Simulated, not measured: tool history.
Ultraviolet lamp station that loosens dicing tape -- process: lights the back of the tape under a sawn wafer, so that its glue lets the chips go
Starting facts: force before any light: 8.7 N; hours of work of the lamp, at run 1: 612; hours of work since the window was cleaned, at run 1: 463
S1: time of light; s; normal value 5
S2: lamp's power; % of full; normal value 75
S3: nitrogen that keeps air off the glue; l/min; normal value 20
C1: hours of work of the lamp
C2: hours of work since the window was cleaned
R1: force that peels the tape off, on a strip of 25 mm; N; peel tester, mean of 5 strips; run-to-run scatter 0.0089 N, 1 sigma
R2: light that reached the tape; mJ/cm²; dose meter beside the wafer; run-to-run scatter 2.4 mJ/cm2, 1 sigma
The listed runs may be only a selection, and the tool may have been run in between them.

Run 1, hour 0.0: usual settings; C1 612; C2 463. Result: R1 0.380 N, R2 250 mJ/cm².
Run 2, hour 41.5: usual settings; C1 639; C2 490. Result: R1 0.366 N, R2 252 mJ/cm².
Run 3, hour 88.6: usual settings; C1 670; C2 521. Result: R1 0.373 N, R2 254 mJ/cm².
At hour 130.3: window cleaned of glue's vapour.
Run 4, hour 146.7: usual settings but S1 7 s; C1 708; C2 11. Result: R1 0.194 N, R2 352 mJ/cm².
Run 5, hour 173.7: usual settings; C1 726; C2 29. Result: R1 0.350 N, R2 256 mJ/cm².
Run 6, hour 213.2: usual settings; C1 752; C2 55. Result: R1 0.372 N, R2 251 mJ/cm².
Run 7, hour 254.0: usual settings; C1 778; C2 81. Result: R1 0.381 N, R2 256 mJ/cm².
Run 8, hour 303.3: usual settings; C1 811; C2 114. Result: R1 0.367 N, R2 254 mJ/cm².
Run 9, hour 333.6: usual settings; C1 831; C2 134. Result: R1 0.370 N, R2 253 mJ/cm².
Run 10, hour 366.0: usual settings; C1 852; C2 155. Result: R1 0.377 N, R2 255 mJ/cm².
Run 11, hour 416.4: usual settings; C1 885; C2 188. Result: R1 0.361 N, R2 252 mJ/cm².
Run 12, hour 456.5: usual settings; C1 912; C2 215. Result: R1 0.375 N, R2 254 mJ/cm².
Run 13, hour 486.2: usual settings; C1 931; C2 234. Result: R1 0.352 N, R2 256 mJ/cm².
At hour 532.2: lamp changed.
Run 14, hour 532.2: usual settings but S1 2 s, S2 89 % of full, S3 16 l/min; C1 0; C2 264. Result: R1 1.855 N, R2 120 mJ/cm².
Run 15, hour 587.7: usual settings but S2 64 % of full, S3 16 l/min; C1 37; C2 301. Result: R1 0.615 N, R2 217 mJ/cm².
Run 16, hour 617.3: usual settings but S2 85 % of full, S3 14 l/min; C1 56; C2 320. Result: R1 0.376 N, R2 288 mJ/cm².
Run 17, hour 660.4: usual settings but S2 85 % of full, S3 14 l/min; C1 84; C2 348. Result: R1 0.370 N, R2 287 mJ/cm².
Run 18, hour 704.7: usual settings but S2 98 % of full, S3 14 l/min; C1 114; C2 378. Result: R1 0.280 N, R2 327 mJ/cm².
Run 19, hour 731.4: usual settings but S2 98 % of full, S3 14 l/min; C1 131; C2 395. Result: R1 0.283 N, R2 329 mJ/cm².
Run 20, hour 757.6: usual settings but S1 3 s, S2 92 % of full, S3 12 l/min; C1 148; C2 412. Result: R1 1.031 N, R2 188 mJ/cm².
Run 21, hour 813.3: usual settings but S1 6 s, S2 99 % of full, S3 34 l/min; C1 185; C2 449. Result: R1 0.165 N, R2 402 mJ/cm².
Run 22, hour 849.5: usual settings but S1 6 s, S2 99 % of full, S3 34 l/min; C1 209; C2 473. Result: R1 0.179 N, R2 406 mJ/cm².
Run 23, hour 874.9: usual settings but S2 78 % of full, S3 30 l/min; C1 226; C2 490. Result: R1 0.276 N, R2 261 mJ/cm².
Run 24, hour 934.6: usual settings but S2 79 % of full, S3 26 l/min; C1 265; C2 529. Result: R1 0.280 N, R2 266 mJ/cm².
At hour 966.1: window cleaned of glue's vapour.
Run 25, hour 975.4: usual settings but S2 79 % of full, S3 26 l/min; C1 292; C2 6. Result: R1 0.267 N, R2 270 mJ/cm².

4 ways to go on from here, each from the tool as it stands after run 25. What would each give?
Run A, hour 1004.0: usual settings but S3 12 l/min; C1 310; C2 25. Result: R1 ?, R2 ?.
Run B, hour 1004.0: usual settings but S1 10 s, S2 79 % of full, S3 26 l/min; C1 310; C2 25. Result: R1 ?, R2 ?.
Run C, hour 1004.0: usual settings but S1 9 s, S2 90 % of full, S3 34 l/min; C1 310; C2 25. Result: R1 ?, R2 ?.
Run D, hour 1004.0: usual settings but S1 3 s, S2 79 % of full, S3 26 l/min; C1 310; C2 25. Result: R1 ?, R2 ?.

run     R1   R2
  A  0.547  254
  B  0.155  537
  C  0.159  551
  D  0.826  164
Without the tool's unlogged condition, the same runs would have read:
run     R1   R2
  A  0.546  254
  B  0.155  537
  C  0.159  552
  D  0.824  164
